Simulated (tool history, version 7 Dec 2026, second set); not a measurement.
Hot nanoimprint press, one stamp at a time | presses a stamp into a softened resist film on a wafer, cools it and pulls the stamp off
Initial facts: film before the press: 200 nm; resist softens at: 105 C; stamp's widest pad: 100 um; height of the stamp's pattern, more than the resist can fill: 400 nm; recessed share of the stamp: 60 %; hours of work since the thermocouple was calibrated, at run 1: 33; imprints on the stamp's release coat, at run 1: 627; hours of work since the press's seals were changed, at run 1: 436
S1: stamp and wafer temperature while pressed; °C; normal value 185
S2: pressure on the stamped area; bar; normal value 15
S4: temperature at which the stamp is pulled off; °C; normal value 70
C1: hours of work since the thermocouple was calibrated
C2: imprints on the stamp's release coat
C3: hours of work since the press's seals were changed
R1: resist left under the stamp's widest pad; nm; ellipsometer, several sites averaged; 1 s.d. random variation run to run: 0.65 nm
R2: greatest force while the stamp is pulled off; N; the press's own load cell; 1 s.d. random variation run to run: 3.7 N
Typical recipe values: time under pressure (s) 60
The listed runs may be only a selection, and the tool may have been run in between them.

run 1 day=0 | S1=185 S2=15 time_under_pressure_(s)=60 S4=70 | C1=33 C2=627 C3=436 | R1=109 R2=177
run 2 day=0.333 | S1=185 S2=15 time_under_pressure_(s)=60 S4=70 | C1=39 C2=664 C3=442 | R1=108.1 R2=180
run 3 day=0.821 | S1=185 S2=10.2 time_under_pressure_(s)=60 S4=70 | C1=48 C2=718 C3=451 | R1=123.5 R2=177
run 4 day=1.329 | S1=185 S2=10.2 time_under_pressure_(s)=60 S4=75 | C1=57 C2=775 C3=460 | R1=123.9 R2=154
run 5 day=2.071 | S1=185 S2=10.2 time_under_pressure_(s)=60 S4=75 | C1=70 C2=856 C3=473 | R1=123.9 R2=149
-- day=2.5 stamp cleaned and given a new release coat
run 6 day=2.712 | S1=185 S2=10.2 time_under_pressure_(s)=60 S4=75 | C1=77 C2=23 C3=480 | R1=123.2 R2=150
run 7 day=3.417 | S1=185 S2=10.2 time_under_pressure_(s)=60 S4=75 | C1=89 C2=101 C3=492 | R1=122.8 R2=144
run 8 day=3.938 | S1=185 S2=15 time_under_pressure_(s)=60 S4=70 | C1=98 C2=159 C3=501 | R1=108.4 R2=177
-- day=4.758 press's hydraulic seals changed and the load cell set to zero
run 9 day=4.762 | S1=185 S2=15 time_under_pressure_(s)=60 S4=70 | C1=107 C2=213 C3=0 | R1=108.7 R2=180
run 10 day=5.325 | S1=185 S2=15 time_under_pressure_(s)=60 S4=70 | C1=117 C2=275 C3=10 | R1=108.8 R2=175
run 11 day=5.858 | S1=185 S2=15 time_under_pressure_(s)=60 S4=71 | C1=126 C2=334 C3=19 | R1=108.8 R2=171
run 12 day=6.596 | S1=197 S2=15 time_under_pressure_(s)=60 S4=71 | C1=139 C2=415 C3=32 | R1=75 R2=180
run 13 day=7.233 | S1=185 S2=15 time_under_pressure_(s)=60 S4=70 | C1=150 C2=486 C3=44 | R1=107.8 R2=174
run 14 day=7.704 | S1=185 S2=15 time_under_pressure_(s)=60 S4=70 | C1=159 C2=538 C3=52 | R1=108.4 R2=179
run 15 day=8.012 | S1=185 S2=14.6 time_under_pressure_(s)=60 S4=70 | C1=164 C2=572 C3=57 | R1=109.2 R2=177
run 16 day=8.558 | S1=185 S2=14.6 time_under_pressure_(s)=88 S4=65 | C1=174 C2=632 C3=67 | R1=95.3 R2=207
run 17 day=8.875 | S1=194 S2=9.8 time_under_pressure_(s)=88 S4=65 | C1=179 C2=668 C3=72 | R1=84.2 R2=200
run 18 day=9.192 | S1=185 S2=16.1 time_under_pressure_(s)=54 S4=65 | C1=185 C2=703 C3=78 | R1=109.4 R2=200
run 19 day=9.883 | S1=183 S2=15 time_under_pressure_(s)=93 S4=70 | C1=197 C2=779 C3=90 | R1=98.8 R2=169
run 20 day=10.217 | S1=185 S2=16.2 time_under_pressure_(s)=66 S4=63 | C1=203 C2=816 C3=96 | R1=101.4 R2=211
-- day=10.996 stamp cleaned and given a new release coat
run 21 day=11.196 | S1=192 S2=15 time_under_pressure_(s)=35 S4=70 | C1=216 C2=22 C3=109 | R1=105.1 R2=176
run 22 day=11.617 | S1=196 S2=11.1 time_under_pressure_(s)=67 S4=69 | C1=223 C2=68 C3=116 | R1=82.2 R2=184
run 23 day=12.117 | S1=196 S2=11.1 time_under_pressure_(s)=67 S4=69 | C1=232 C2=124 C3=125 | R1=83.6 R2=183
run 24 day=12.825 | S1=196 S2=11.1 time_under_pressure_(s)=67 S4=69 | C1=244 C2=202 C3=138 | R1=83 R2=177
run 25 day=13.279 | S1=177 S2=22.3 time_under_pressure_(s)=53 S4=74 | C1=252 C2=252 C3=146 | R1=126.1 R2=159
run 26 day=13.579 | S1=185 S2=13.9 time_under_pressure_(s)=60 S4=70 | C1=258 C2=285 C3=151 | R1=111.4 R2=181
run 27 day=14.25 | S1=197 S2=9.8 time_under_pressure_(s)=50 S4=65 | C1=270 C2=359 C3=163 | R1=94.7 R2=209
run 28 day=14.654 | S1=186 S2=15 time_under_pressure_(s)=60 S4=60 | C1=277 C2=404 C3=170 | R1=104.3 R2=229
run 29 day=15.233 | S1=186 S2=15 time_under_pressure_(s)=56 S4=72 | C1=287 C2=468 C3=180 | R1=108.7 R2=173

5 ways to go on from here, each from the tool as it stands after run 29. What would each give?
run A day=15.892 | S1=185 S2=15 time_under_pressure_(s)=83 S4=70 | C1=298 C2=541 C3=192 | R1=? R2=?
run B day=15.892 | S1=189 S2=10.3 time_under_pressure_(s)=56 S4=72 | C1=298 C2=541 C3=192 | R1=? R2=?
run C day=15.892 | S1=188 S2=18.7 time_under_pressure_(s)=110 S4=72 | C1=298 C2=541 C3=192 | R1=? R2=?
run D day=15.892 | S1=186 S2=19.5 time_under_pressure_(s)=73 S4=73 | C1=298 C2=541 C3=192 | R1=? R2=?
run E day=15.892 | S1=185 S2=15 time_under_pressure_(s)=79 S4=70 | C1=298 C2=541 C3=192 | R1=? R2=?

run=A R1=96.3 R2=179
run=B R1=111.6 R2=162
run=C R1=70.5 R2=161
run=D R1=88.2 R2=163
run=E R1=98.7 R2=175
Had the tool no hidden state, the same runs would have come out as:
run=A R1=96.5 R2=178
run=B R1=111.8 R2=161
run=C R1=70.7 R2=160
run=D R1=88.4 R2=162
run=E R1=98.9 R2=174

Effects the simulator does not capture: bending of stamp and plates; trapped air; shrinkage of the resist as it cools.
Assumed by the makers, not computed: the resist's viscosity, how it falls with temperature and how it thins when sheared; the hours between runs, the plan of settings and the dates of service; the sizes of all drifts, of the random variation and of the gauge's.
